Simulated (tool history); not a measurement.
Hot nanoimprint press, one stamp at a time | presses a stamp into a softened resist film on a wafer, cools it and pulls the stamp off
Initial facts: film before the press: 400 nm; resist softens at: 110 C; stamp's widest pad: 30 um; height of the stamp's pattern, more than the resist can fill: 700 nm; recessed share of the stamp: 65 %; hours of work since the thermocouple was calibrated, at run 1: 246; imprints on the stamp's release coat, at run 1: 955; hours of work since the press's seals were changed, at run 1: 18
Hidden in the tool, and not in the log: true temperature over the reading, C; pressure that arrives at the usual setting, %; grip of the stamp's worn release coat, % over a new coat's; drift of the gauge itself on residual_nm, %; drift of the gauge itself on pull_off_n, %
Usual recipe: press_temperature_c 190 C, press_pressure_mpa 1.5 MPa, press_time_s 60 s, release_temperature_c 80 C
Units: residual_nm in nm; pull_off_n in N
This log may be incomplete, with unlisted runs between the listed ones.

run   hour  press_temperature_c  press_pressure_mpa  press_time_s  release_temperature_c  hours of work since the thermocouple was calibrated  imprints on the stamp's release coat  hours of work since the press's seals were changed  residual_nm  pull_off_n
  1      0                  190                 1.5            60                     80                                                  246                                   955                                                  18        229.4         288
  2   14.6                  199                 1.5            60                     80                                                  257                                  1020                                                  28          179         276
  3   28.9                  199                 1.5            60                     80                                                  267                                  1085                                                  39        178.4         296
  4   44.5                  199                 1.5            60                     80                                                  279                                  1155                                                  50        178.4         286
  5   59.7                  190                 1.5            60                     80                                                  290                                  1224                                                  62        227.7         291
      65.6  -- plate thermocouple calibrated
  6   75.1                  190                 1.5            60                     80                                                    7                                  1280                                                  71        222.3         300
  7   89.1                  190                 1.5            97                     80                                                   17                                  1343                                                  81          189         291
  8   98.3                  190                 1.5            97                     80                                                   24                                  1384                                                  88        188.8         313
     110.9  -- stamp cleaned and given a new release coat
  9  112.5                  190                 1.5            97                     80                                                   30                                     7                                                  94        188.4         211
     120.2  -- plate thermocouple calibrated, once more
 10  123.5                  190                 1.5            81                     80                                                    2                                    43                                                 100        216.7         227
 11  139.7                  190                 1.5            81                     80                                                   14                                   116                                                 112        216.4         229
 12    152                  190                 1.5            81                     80                                                   23                                   172                                                 121          216         234
 13    169                  190                 1.5            81                     80                                                   36                                   248                                                 133        215.4         226
 14  180.8                  183                 1.5            81                     80                                                   45                                   302                                                 142        263.4         238
 15  189.9                  183                 1.5            81                     80                                                   51                                   343                                                 149        262.9         244
 16  199.3                  189                1.64            84                     70                                                   58                                   385                                                 155        210.4         302
 17  216.4                  189                1.64            84                     70                                                   71                                   462                                                 168        210.9         311
 18  229.5                  190                1.07            60                     80                                                   80                                   521                                                 178        266.5         252
 19  244.3                  190                1.07            60                     80                                                   91                                   588                                                 189        264.1         257
 20  256.5                  197                0.92            60                     80                                                  100                                   643                                                 198        238.6         267
 21    266                  192                2.01            60                     87                                                  107                                   686                                                 205        197.3         219
 22  273.4                  190                1.78            60                     77                                                  113                                   719                                                 210        219.7         291
 23  290.1                  190                1.78            60                     77                                                  125                                   794                                                 222        219.3         305
 24  298.4                  190                1.78            60                     77                                                  131                                   832                                                 228        219.8         309
 25  306.1                  201                 1.5           106                     79                                                  137                                   867                                                 234        138.1         291

5 ways to go on from here, each from the tool as it stands after run 25. What would each give?
  A  320.3                  197                 1.5            56                     79                                                  147                                   931                                                 245            ?           ?
  B  320.3                  201                1.09           106                     70                                                  147                                   931                                                 245            ?           ?
  C  320.3                  201                1.49            60                     80                                                  147                                   931                                                 245            ?           ?
  D  320.3                  201                 1.5            40                     79                                                  147                                   931                                                 245            ?           ?
  E  320.3                  190                 1.5            59                     80                                                  147                                   931                                                 245            ?           ?

run  residual_nm  pull_off_n
  A        198.7         294
  B        162.4         357
  C        173.2         277
  D        200.6         293
  E        236.4         299
The same runs, with their run-to-run variation unchanged, on a tool lacking any hidden condition would have given:
run  residual_nm  pull_off_n
  A        201.5         229
  B          165         277
  C        175.7         216
  D        203.3         228
  E        239.8         233

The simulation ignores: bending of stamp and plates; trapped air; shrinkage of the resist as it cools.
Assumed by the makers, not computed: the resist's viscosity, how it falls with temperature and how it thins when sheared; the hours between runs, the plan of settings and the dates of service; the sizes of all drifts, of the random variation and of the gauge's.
